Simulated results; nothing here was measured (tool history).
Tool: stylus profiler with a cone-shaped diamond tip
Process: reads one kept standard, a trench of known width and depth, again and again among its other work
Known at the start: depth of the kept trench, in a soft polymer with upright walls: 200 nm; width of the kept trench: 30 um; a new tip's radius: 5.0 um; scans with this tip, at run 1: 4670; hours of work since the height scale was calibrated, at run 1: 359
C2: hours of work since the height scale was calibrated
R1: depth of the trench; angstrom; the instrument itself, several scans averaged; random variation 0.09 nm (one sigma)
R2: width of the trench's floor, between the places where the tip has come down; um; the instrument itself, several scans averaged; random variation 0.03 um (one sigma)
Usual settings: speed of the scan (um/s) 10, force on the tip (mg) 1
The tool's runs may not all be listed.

{"run": 1, "hour": 0.0, "speed of the scan (um/s)": 10, "force on the tip (mg)": 1, "scans with this tip": 4670, "C2": 359, "R1": 2008.1, "R2": 26.65}
{"run": 2, "hour": 53.4, "speed of the scan (um/s)": 10, "force on the tip (mg)": 1, "scans with this tip": 5142, "C2": 396, "R1": 2008, "R2": 26.64}
{"run": 3, "hour": 102.6, "speed of the scan (um/s)": 10, "force on the tip (mg)": 1, "scans with this tip": 5577, "C2": 429, "R1": 2006.5, "R2": 26.6}
{"run": 4, "hour": 169.9, "speed of the scan (um/s)": 10, "force on the tip (mg)": 1, "scans with this tip": 6172, "C2": 475, "R1": 2007.2, "R2": 26.56}
{"run": 5, "hour": 217.5, "speed of the scan (um/s)": 10, "force on the tip (mg)": 1, "scans with this tip": 6593, "C2": 507, "R1": 2007.2, "R2": 26.52}
{"run": 6, "hour": 267.3, "speed of the scan (um/s)": 12, "force on the tip (mg)": 0.39, "scans with this tip": 7033, "C2": 541, "R1": 2001, "R2": 26.48}
{"run": 7, "hour": 331.4, "speed of the scan (um/s)": 10, "force on the tip (mg)": 0.52, "scans with this tip": 7600, "C2": 585, "R1": 2002.8, "R2": 26.41}
{"run": 8, "hour": 409.8, "speed of the scan (um/s)": 26, "force on the tip (mg)": 1.02, "scans with this tip": 8293, "C2": 638, "R1": 2006.6, "R2": 26.34}

Forecast run 9:
{"run": 9, "hour": 503.5, "speed of the scan (um/s)": 10, "force on the tip (mg)": 0.73, "scans with this tip": 9122, "C2": 702, "R1": "?", "R2": "?"}

R1: 2000.7 angstrom
R2: 26.29 um
Without the tool's hidden state the same run would have given R1 2007.6 angstrom, R2 27.08 um.

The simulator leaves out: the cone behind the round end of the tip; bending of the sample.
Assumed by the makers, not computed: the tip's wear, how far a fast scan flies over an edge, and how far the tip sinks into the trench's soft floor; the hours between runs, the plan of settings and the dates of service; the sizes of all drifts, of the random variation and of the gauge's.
